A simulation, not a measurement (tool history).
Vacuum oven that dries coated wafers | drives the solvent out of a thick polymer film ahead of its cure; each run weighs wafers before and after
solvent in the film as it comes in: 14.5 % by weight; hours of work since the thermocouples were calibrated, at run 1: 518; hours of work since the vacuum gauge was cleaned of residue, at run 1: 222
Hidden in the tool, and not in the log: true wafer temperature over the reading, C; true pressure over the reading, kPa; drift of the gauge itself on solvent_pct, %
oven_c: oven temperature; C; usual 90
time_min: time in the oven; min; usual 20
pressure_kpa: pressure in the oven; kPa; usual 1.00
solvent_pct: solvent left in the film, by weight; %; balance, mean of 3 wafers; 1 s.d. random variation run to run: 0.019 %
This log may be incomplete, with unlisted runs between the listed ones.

run	day	oven_c	time_min	pressure_kpa	hours of work since the thermocouples were calibrated	hours of work since the vacuum gauge was cleaned of residue	solvent_pct
1	0.000	90	20	1.00	518	222	1.45
2	1.317	90	20	1.00	535	240	1.42
3	2.175	90	20	1.00	546	251	1.44
4	3.088	90	20	1.00	558	263	1.46
5	4.354	90	20	1.00	575	280	1.42
6	5.408	90	20	1.00	589	294	1.41
7	6.362	90	20	1.00	602	307	1.44
8	7.329	90	20	1.00	615	319	1.46
9	8.488	90	20	1.00	630	335	1.45
10	9.133	90	20	1.00	639	343	1.46
11	10.112	90	35	1.00	652	356	0.48
12	11.454	90	35	1.00	669	374	0.52
13	12.150	90	35	1.00	679	383	0.49
14	13.292	90	35	1.00	694	398	0.52
15	14.142	90	35	1.00	705	410	0.50
16	15.533	90	20	1.85	723	428	1.67
17	16.800	90	20	1.00	740	445	1.44
18	17.717	90	20	1.00	752	457	1.43
19	18.750	90	20	1.00	766	471	1.46
20	19.667	90	20	1.00	778	483	1.43
21	20.808	90	20	1.00	793	498	1.47
22	21.533	90	20	1.00	803	507	1.45
23	22.646	90	20	1.00	817	522	1.47
24	23.829	90	20	1.00	833	538	1.42
25	24.896	84	16	2.82	847	552	3.79
26	26.125	85	17	3.51	864	568	3.48
27	27.133	85	17	3.51	877	582	3.50
28	28.625	97	29	1.75	897	601	0.51
29	29.683	79	20	1.00	911	615	3.43
30	31.079	78	31	0.56	929	634	1.93
31	31.808	78	31	0.56	939	643	1.93
32	33.267	104	30	1.78	958	663	0.34
33	34.638	104	30	1.78	976	681	0.32
34	35.954	90	32	1.68	994	698	0.78
35	37.354	103	25	1.29	1012	717	0.31
36	38.154	78	36	1.00	1023	728	1.61
37	38.950	84	13	0.74	1033	738	4.04
38	40.275	92	13	3.56	1051	756	2.98
39	41.267	92	13	3.56	1064	769	2.96
40	42.558	90	10	1.47	1081	786	4.03
41	43.988	90	10	1.47	1100	805	3.95
42	45.271	80	16	1.00	1117	822	4.17
43	45.954	80	16	1.00	1126	831	4.14
44	47.004	80	16	1.00	1140	845	4.14
45	48.358	96	20	1.00	1158	863	0.78
46	49.442	96	13	1.00	1172	877	1.76

Each row is a separate what-if for the run after 46, all from the same tool condition, not one after another. Results?
A	50.238	87	16	1.10	1183	887	?
B	50.238	85	13	1.00	1183	887	?
C	50.238	98	12	0.88	1183	887	?
D	50.238	90	26	1.00	1183	887	?

run	solvent_pct
A	2.67
B	3.82
C	1.67
D	0.87
What these runs would have given with no unlogged condition in the tool:
run	solvent_pct
A	2.73
B	3.90
C	1.71
D	0.86
